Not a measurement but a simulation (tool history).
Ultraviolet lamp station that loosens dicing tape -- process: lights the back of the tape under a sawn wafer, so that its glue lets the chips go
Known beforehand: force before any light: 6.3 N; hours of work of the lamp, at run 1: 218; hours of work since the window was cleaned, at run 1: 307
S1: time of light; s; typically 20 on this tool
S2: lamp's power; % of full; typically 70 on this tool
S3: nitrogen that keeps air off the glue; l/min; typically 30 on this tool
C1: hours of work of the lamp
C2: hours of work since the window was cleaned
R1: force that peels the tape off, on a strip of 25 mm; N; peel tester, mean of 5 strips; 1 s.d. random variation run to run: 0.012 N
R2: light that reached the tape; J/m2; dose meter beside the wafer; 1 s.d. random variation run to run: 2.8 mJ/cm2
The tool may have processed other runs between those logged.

run	hour	S1	S2	S3	C1	C2	R1	R2
1	0.0	20	70	30	218	307	0.847	3120
2	38.0	20	70	30	248	337	0.870	3050
3	78.5	20	70	30	280	369	0.927	3000
4	96.4	20	70	30	294	383	0.902	2930
5	119.4	20	70	30	312	401	0.936	2890
6	144.5	20	70	30	332	421	0.972	2850
7	174.1	20	70	34	355	444	0.980	2780
8	200.4	20	70	34	376	465	0.989	2750
9	223.2	20	71	30	394	483	1.075	2770
10	245.2	20	71	30	412	501	1.078	2680
11	282.2	20	71	30	441	530	1.141	2640
12	300.6	20	66	30	455	544	1.266	2400
# hour 304.5: window cleaned of glue's vapour
13	318.2	20	66	30	469	11	1.387	2270
14	348.7	20	92	30	493	35	0.824	3160
15	378.3	20	92	30	516	58	0.857	3060
16	400.8	20	70	32	534	76	1.371	2270
17	441.9	20	69	32	566	108	1.443	2220
18	481.8	23	70	22	598	140	1.434	2480
# hour 505.0: window cleaned of glue's vapour, once more
19	513.1	18	70	10	622	6	2.344	2140
20	543.2	18	70	10	646	30	2.455	2120
21	580.1	18	70	10	675	59	2.474	2040
22	620.2	18	70	10	707	91	2.598	1950
# hour 642.4: lamp changed
23	649.6	14	70	30	6	113	1.147	2610
24	690.2	14	70	30	38	145	1.229	2550
25	707.3	22	72	30	51	159	0.504	4100
26	744.3	22	72	30	80	188	0.530	3960
27	771.4	31	70	11	102	210	0.608	5290
28	811.0	20	70	24	133	241	0.837	3370
29	832.4	20	83	23	150	258	0.633	3950
30	869.9	20	83	23	180	287	0.700	3880
31	910.1	31	78	55	211	319	0.209	5470
32	941.5	31	78	16	236	344	0.448	5350
33	981.4	15	63	14	268	375	2.238	2030

What differs in the tool's unlogged condition from the final listed run ahead of each entry between runs to the first listed run following it?
In the gap between runs 12 and 13: window cleaned of glue's vapour (hour 304.5)
  lamp's light, % of a new lamp's: 71.4 -> 70.7; light that the window lets through, % of a clean one's: 91.6 -> 89
  measured less the result without the state, R1: +0.663 -> +0.760 N; R2: -1260 -> -1350 J/m2
In the gap between runs 18 and 19: window cleaned of glue's vapour, once more (hour 505.0)
  lamp's light, % of a new lamp's: 63.3 -> 61.8; light that the window lets through, % of a clean one's: 87 -> 99.4
  measured less the result without the state, R1: +0.924 -> +1.028 N; R2: -2000 -> -1330 J/m2
In the gap between runs 22 and 23: lamp changed (hour 642.4)
  lamp's light, % of a new lamp's: 57.2 -> 97.9; light that the window lets through, % of a clean one's: 98.1 -> 97.8
  measured less the result without the state, R1: +1.254 -> +0.078 N; R2: -1530 -> -110 J/m2
